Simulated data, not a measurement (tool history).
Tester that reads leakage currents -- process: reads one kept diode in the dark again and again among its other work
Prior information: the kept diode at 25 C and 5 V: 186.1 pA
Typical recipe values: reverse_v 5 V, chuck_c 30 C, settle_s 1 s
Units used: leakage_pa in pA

run 1 hour=0 | reverse_v=5 chuck_c=30 settle_s=1 | leakage_pa=287.61
run 2 hour=50.6 | reverse_v=5 chuck_c=30 settle_s=1 | leakage_pa=287.71
run 3 hour=124.4 | reverse_v=5 chuck_c=30 settle_s=1 | leakage_pa=289.02
run 4 hour=173.1 | reverse_v=5 chuck_c=30 settle_s=1 | leakage_pa=289.66
run 5 hour=215.1 | reverse_v=5 chuck_c=30 settle_s=1 | leakage_pa=288.64
run 6 hour=301.9 | reverse_v=5 chuck_c=30 settle_s=1 | leakage_pa=290.57
run 7 hour=350.8 | reverse_v=5 chuck_c=30 settle_s=1 | leakage_pa=291.74
run 8 hour=415.1 | reverse_v=5 chuck_c=30 settle_s=1 | leakage_pa=292.09
run 9 hour=466.6 | reverse_v=5 chuck_c=30 settle_s=1 | leakage_pa=293.37
run 10 hour=552.9 | reverse_v=5 chuck_c=30 settle_s=1 | leakage_pa=291.96
-- hour=575.8 chuck's temperature calibrated
run 11 hour=607.2 | reverse_v=5 chuck_c=30 settle_s=1 | leakage_pa=278.19
run 12 hour=675.5 | reverse_v=5 chuck_c=30 settle_s=6.1 | leakage_pa=277.84
run 13 hour=758.4 | reverse_v=5 chuck_c=30 settle_s=6.1 | leakage_pa=280.27
run 14 hour=799.6 | reverse_v=5 chuck_c=26 settle_s=1 | leakage_pa=208.55
run 15 hour=884.4 | reverse_v=5 chuck_c=26 settle_s=1 | leakage_pa=208.84
run 16 hour=966.4 | reverse_v=19.59 chuck_c=30 settle_s=1 | leakage_pa=570.52
run 17 hour=1032.6 | reverse_v=5 chuck_c=30 settle_s=1 | leakage_pa=282.19
run 18 hour=1106.8 | reverse_v=5 chuck_c=30 settle_s=1 | leakage_pa=282.68
run 19 hour=1196 | reverse_v=5 chuck_c=30 settle_s=1 | leakage_pa=283.28
run 20 hour=1254.3 | reverse_v=5 chuck_c=30 settle_s=1 | leakage_pa=283.75
-- hour=1289.9 probe card cleaned and baked
run 21 hour=1302.2 | reverse_v=5 chuck_c=38 settle_s=2.55 | leakage_pa=499.57
run 22 hour=1344.2 | reverse_v=5 chuck_c=38 settle_s=2.55 | leakage_pa=500.52
run 23 hour=1427.5 | reverse_v=3.97 chuck_c=50 settle_s=2.55 | leakage_pa=999.35
run 24 hour=1509 | reverse_v=5 chuck_c=30 settle_s=9.7 | leakage_pa=282.53
run 25 hour=1598.2 | reverse_v=5 chuck_c=21 settle_s=1 | leakage_pa=144.71
run 26 hour=1692.1 | reverse_v=5 chuck_c=21 settle_s=1 | leakage_pa=144.54
run 27 hour=1786.7 | reverse_v=5 chuck_c=21 settle_s=1 | leakage_pa=144.87
run 28 hour=1881.5 | reverse_v=5 chuck_c=30 settle_s=0.51 | leakage_pa=287.46
run 29 hour=1935.6 | reverse_v=1.85 chuck_c=45 settle_s=2.59 | leakage_pa=494.62
run 30 hour=1988.1 | reverse_v=7.83 chuck_c=30 settle_s=1 | leakage_pa=364.07
run 31 hour=2050 | reverse_v=2.62 chuck_c=52 settle_s=6.85 | leakage_pa=939.08
run 32 hour=2147.1 | reverse_v=2.62 chuck_c=52 settle_s=6.85 | leakage_pa=941.4
run 33 hour=2211.5 | reverse_v=2.62 chuck_c=52 settle_s=6.85 | leakage_pa=944.03
run 34 hour=2309 | reverse_v=5.26 chuck_c=30 settle_s=1 | leakage_pa=299.23
run 35 hour=2349.3 | reverse_v=5.26 chuck_c=30 settle_s=1 | leakage_pa=300.42
run 36 hour=2426.9 | reverse_v=5 chuck_c=31 settle_s=0.47 | leakage_pa=316.57
run 37 hour=2469.4 | reverse_v=7.01 chuck_c=30 settle_s=1.16 | leakage_pa=347.44
-- hour=2532.2 chuck's temperature calibrated
run 38 hour=2553 | reverse_v=5 chuck_c=23 settle_s=1 | leakage_pa=163.39
run 39 hour=2623.6 | reverse_v=5 chuck_c=34 settle_s=0.74 | leakage_pa=370.39

Some steps in leakage_pa between neighbouring runs. How much of each would the tool show without its hidden state too (settings, what came in, random variation), and how much is left for the hidden state, with any gauge scatter that isn't in both results?
The hidden state here: stray current of the dirty probe card, pA a volt; current scale over the true one, %; true chuck temperature over the reading, C; drift of the gauge itself on leakage_pa, %.
Run 23 -> 24: reverse_v 3.97 -> 5, chuck_c 50 -> 30, settle_s 2.55 -> 9.7. leakage_pa -716.82 pA: hidden state -25.36, all else -691.46.
Run 30 -> 31: reverse_v 7.83 -> 2.62, chuck_c 30 -> 52, settle_s 1 -> 6.85. leakage_pa +575.01 pA: hidden state +28.89, all else +546.12.
Run 33 -> 34: reverse_v 2.62 -> 5.26, chuck_c 52 -> 30, settle_s 6.85 -> 1. leakage_pa -644.8 pA: hidden state -33.97, all else -610.83.
